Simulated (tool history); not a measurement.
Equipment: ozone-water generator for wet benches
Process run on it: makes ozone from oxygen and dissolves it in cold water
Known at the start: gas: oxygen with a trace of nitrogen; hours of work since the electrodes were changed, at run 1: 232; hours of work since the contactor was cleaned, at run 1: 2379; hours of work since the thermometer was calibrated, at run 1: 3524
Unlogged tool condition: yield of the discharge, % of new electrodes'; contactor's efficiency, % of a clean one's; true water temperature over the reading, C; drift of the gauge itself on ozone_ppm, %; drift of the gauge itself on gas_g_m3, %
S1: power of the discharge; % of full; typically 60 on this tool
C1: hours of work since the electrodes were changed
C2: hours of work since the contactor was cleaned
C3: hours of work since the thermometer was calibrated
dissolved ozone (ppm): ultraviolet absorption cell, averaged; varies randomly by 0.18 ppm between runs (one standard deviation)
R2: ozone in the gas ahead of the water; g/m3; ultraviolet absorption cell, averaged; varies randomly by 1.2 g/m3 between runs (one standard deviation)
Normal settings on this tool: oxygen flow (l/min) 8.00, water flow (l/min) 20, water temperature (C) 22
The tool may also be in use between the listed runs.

{"run": 1, "hour": 0.0, "S1": 60, "oxygen flow (l/min)": 8.0, "water flow (l/min)": 20, "water temperature (C)": 22, "C1": 232, "C2": 2379, "C3": 3524, "dissolved ozone (ppm)": 23.5, "R2": 221.9}
{"run": 2, "hour": 40.6, "S1": 60, "oxygen flow (l/min)": 8.0, "water flow (l/min)": 20, "water temperature (C)": 22, "C1": 256, "C2": 2404, "C3": 3549, "dissolved ozone (ppm)": 23.5, "R2": 220.7}
{"run": 3, "hour": 126.8, "S1": 45, "oxygen flow (l/min)": 8.0, "water flow (l/min)": 20, "water temperature (C)": 22, "C1": 309, "C2": 2456, "C3": 3602, "dissolved ozone (ppm)": 19.3, "R2": 186.8}
{"run": 4, "hour": 169.4, "S1": 45, "oxygen flow (l/min)": 8.0, "water flow (l/min)": 20, "water temperature (C)": 22, "C1": 335, "C2": 2482, "C3": 3627, "dissolved ozone (ppm)": 19.6, "R2": 186.2}
{"run": 5, "hour": 205.3, "S1": 45, "oxygen flow (l/min)": 8.0, "water flow (l/min)": 20, "water temperature (C)": 22, "C1": 357, "C2": 2504, "C3": 3649, "dissolved ozone (ppm)": 19.4, "R2": 184.5}
{"run": 6, "hour": 248.8, "S1": 45, "oxygen flow (l/min)": 8.0, "water flow (l/min)": 20, "water temperature (C)": 22, "C1": 383, "C2": 2530, "C3": 3676, "dissolved ozone (ppm)": 19.7, "R2": 184.2}
{"run": 7, "hour": 328.4, "S1": 60, "oxygen flow (l/min)": 8.0, "water flow (l/min)": 20, "water temperature (C)": 22, "C1": 431, "C2": 2579, "C3": 3724, "dissolved ozone (ppm)": 23.2, "R2": 222.7}
{"run": 8, "hour": 400.0, "S1": 60, "oxygen flow (l/min)": 8.0, "water flow (l/min)": 20, "water temperature (C)": 22, "C1": 475, "C2": 2622, "C3": 3768, "dissolved ozone (ppm)": 23.3, "R2": 222.7}
{"run": 9, "hour": 452.3, "S1": 60, "oxygen flow (l/min)": 8.0, "water flow (l/min)": 20, "water temperature (C)": 22, "C1": 507, "C2": 2654, "C3": 3799, "dissolved ozone (ppm)": 23.6, "R2": 220.9}
{"run": 10, "hour": 528.6, "S1": 44, "oxygen flow (l/min)": 8.0, "water flow (l/min)": 20, "water temperature (C)": 22, "C1": 553, "C2": 2701, "C3": 3846, "dissolved ozone (ppm)": 19.0, "R2": 181.5}
{"run": 11, "hour": 616.0, "S1": 44, "oxygen flow (l/min)": 8.0, "water flow (l/min)": 20, "water temperature (C)": 22, "C1": 606, "C2": 2754, "C3": 3899, "dissolved ozone (ppm)": 19.2, "R2": 182.9}
{"run": 12, "hour": 668.1, "S1": 60, "oxygen flow (l/min)": 5.96, "water flow (l/min)": 20, "water temperature (C)": 22, "C1": 638, "C2": 2785, "C3": 3931, "dissolved ozone (ppm)": 22.8, "R2": 247.6}
{"hour": 679.7, "done": "contactor cleaned"}
{"run": 13, "hour": 732.9, "S1": 70, "oxygen flow (l/min)": 5.96, "water flow (l/min)": 20, "water temperature (C)": 22, "C1": 675, "C2": 32, "C3": 3968, "dissolved ozone (ppm)": 24.7, "R2": 274.4}
{"run": 14, "hour": 806.2, "S1": 70, "oxygen flow (l/min)": 5.96, "water flow (l/min)": 20, "water temperature (C)": 22, "C1": 720, "C2": 77, "C3": 4012, "dissolved ozone (ppm)": 24.5, "R2": 272.0}
{"run": 15, "hour": 852.1, "S1": 70, "oxygen flow (l/min)": 5.96, "water flow (l/min)": 20, "water temperature (C)": 26, "C1": 747, "C2": 105, "C3": 4040, "dissolved ozone (ppm)": 23.3, "R2": 271.6}
{"run": 16, "hour": 930.0, "S1": 60, "oxygen flow (l/min)": 8.0, "water flow (l/min)": 20, "water temperature (C)": 22, "C1": 795, "C2": 152, "C3": 4088, "dissolved ozone (ppm)": 23.0, "R2": 221.1}
{"run": 17, "hour": 972.0, "S1": 60, "oxygen flow (l/min)": 8.0, "water flow (l/min)": 20, "water temperature (C)": 22, "C1": 820, "C2": 178, "C3": 4113, "dissolved ozone (ppm)": 22.9, "R2": 220.5}
{"run": 18, "hour": 1008.9, "S1": 40, "oxygen flow (l/min)": 5.26, "water flow (l/min)": 14, "water temperature (C)": 26, "C1": 843, "C2": 200, "C3": 4136, "dissolved ozone (ppm)": 21.0, "R2": 199.8}
{"run": 19, "hour": 1088.7, "S1": 40, "oxygen flow (l/min)": 5.26, "water flow (l/min)": 14, "water temperature (C)": 26, "C1": 891, "C2": 249, "C3": 4184, "dissolved ozone (ppm)": 20.9, "R2": 199.3}
{"run": 20, "hour": 1142.5, "S1": 40, "oxygen flow (l/min)": 5.26, "water flow (l/min)": 14, "water temperature (C)": 26, "C1": 924, "C2": 281, "C3": 4217, "dissolved ozone (ppm)": 20.7, "R2": 199.5}
{"hour": 1154.3, "done": "contactor cleaned, once more"}
{"run": 21, "hour": 1223.9, "S1": 60, "oxygen flow (l/min)": 8.0, "water flow (l/min)": 22, "water temperature (C)": 20, "C1": 971, "C2": 42, "C3": 4264, "dissolved ozone (ppm)": 23.1, "R2": 217.8}
{"run": 22, "hour": 1283.3, "S1": 97, "oxygen flow (l/min)": 9.07, "water flow (l/min)": 20, "water temperature (C)": 20, "C1": 1007, "C2": 78, "C3": 4300, "dissolved ozone (ppm)": 33.6, "R2": 283.4}
{"run": 23, "hour": 1335.1, "S1": 60, "oxygen flow (l/min)": 12.81, "water flow (l/min)": 20, "water temperature (C)": 23, "C1": 1039, "C2": 110, "C3": 4331, "dissolved ozone (ppm)": 23.1, "R2": 183.4}
{"run": 24, "hour": 1395.0, "S1": 60, "oxygen flow (l/min)": 12.81, "water flow (l/min)": 20, "water temperature (C)": 23, "C1": 1075, "C2": 146, "C3": 4368, "dissolved ozone (ppm)": 23.3, "R2": 181.2}
{"run": 25, "hour": 1433.6, "S1": 60, "oxygen flow (l/min)": 11.7, "water flow (l/min)": 29, "water temperature (C)": 15, "C1": 1099, "C2": 170, "C3": 4391, "dissolved ozone (ppm)": 21.1, "R2": 187.3}
{"run": 26, "hour": 1505.7, "S1": 60, "oxygen flow (l/min)": 11.7, "water flow (l/min)": 29, "water temperature (C)": 15, "C1": 1143, "C2": 214, "C3": 4435, "dissolved ozone (ppm)": 20.8, "R2": 191.0}
{"run": 27, "hour": 1566.3, "S1": 47, "oxygen flow (l/min)": 11.05, "water flow (l/min)": 19, "water temperature (C)": 18, "C1": 1179, "C2": 251, "C3": 4472, "dissolved ozone (ppm)": 22.8, "R2": 165.9}
{"run": 28, "hour": 1643.3, "S1": 47, "oxygen flow (l/min)": 11.05, "water flow (l/min)": 19, "water temperature (C)": 18, "C1": 1226, "C2": 297, "C3": 4519, "dissolved ozone (ppm)": 22.8, "R2": 166.2}
{"run": 29, "hour": 1728.3, "S1": 60, "oxygen flow (l/min)": 8.0, "water flow (l/min)": 20, "water temperature (C)": 15, "C1": 1278, "C2": 349, "C3": 4571, "dissolved ozone (ppm)": 27.3, "R2": 218.5}
{"run": 30, "hour": 1811.4, "S1": 90, "oxygen flow (l/min)": 8.0, "water flow (l/min)": 20, "water temperature (C)": 14, "C1": 1328, "C2": 400, "C3": 4621, "dissolved ozone (ppm)": 35.2, "R2": 282.8}
{"run": 31, "hour": 1886.1, "S1": 90, "oxygen flow (l/min)": 4.22, "water flow (l/min)": 20, "water temperature (C)": 19, "C1": 1374, "C2": 445, "C3": 4666, "dissolved ozone (ppm)": 29.5, "R2": 357.6}
{"run": 32, "hour": 1963.3, "S1": 60, "oxygen flow (l/min)": 5.67, "water flow (l/min)": 32, "water temperature (C)": 15, "C1": 1421, "C2": 492, "C3": 4713, "dissolved ozone (ppm)": 15.9, "R2": 246.4}

Each row is a separate what-if for the run after 32, all from the same tool condition, not one after another. Results?
{"run": "A", "hour": 1999.4, "S1": 60, "oxygen flow (l/min)": 5.67, "water flow (l/min)": 32, "water temperature (C)": 19, "C1": 1443, "C2": 514, "C3": 4735, "dissolved ozone (ppm)": "?", "R2": "?"}
{"run": "B", "hour": 1999.4, "S1": 60, "oxygen flow (l/min)": 5.67, "water flow (l/min)": 32, "water temperature (C)": 23, "C1": 1443, "C2": 514, "C3": 4735, "dissolved ozone (ppm)": "?", "R2": "?"}
{"run": "C", "hour": 1999.4, "S1": 60, "oxygen flow (l/min)": 4.86, "water flow (l/min)": 22, "water temperature (C)": 28, "C1": 1443, "C2": 514, "C3": 4735, "dissolved ozone (ppm)": "?", "R2": "?"}

run=A dissolved_ozone_(ppm)=15.4 R2=246.2
run=B dissolved_ozone_(ppm)=14.6 R2=247.1
run=C dissolved_ozone_(ppm)=18.9 R2=262.0
Stripped of hidden state, with their random variation kept, the same runs would have yielded:
run=A dissolved_ozone_(ppm)=16.3 R2=256.2
run=B dissolved_ozone_(ppm)=15.5 R2=257.1
run=C dissolved_ozone_(ppm)=20.0 R2=272.5
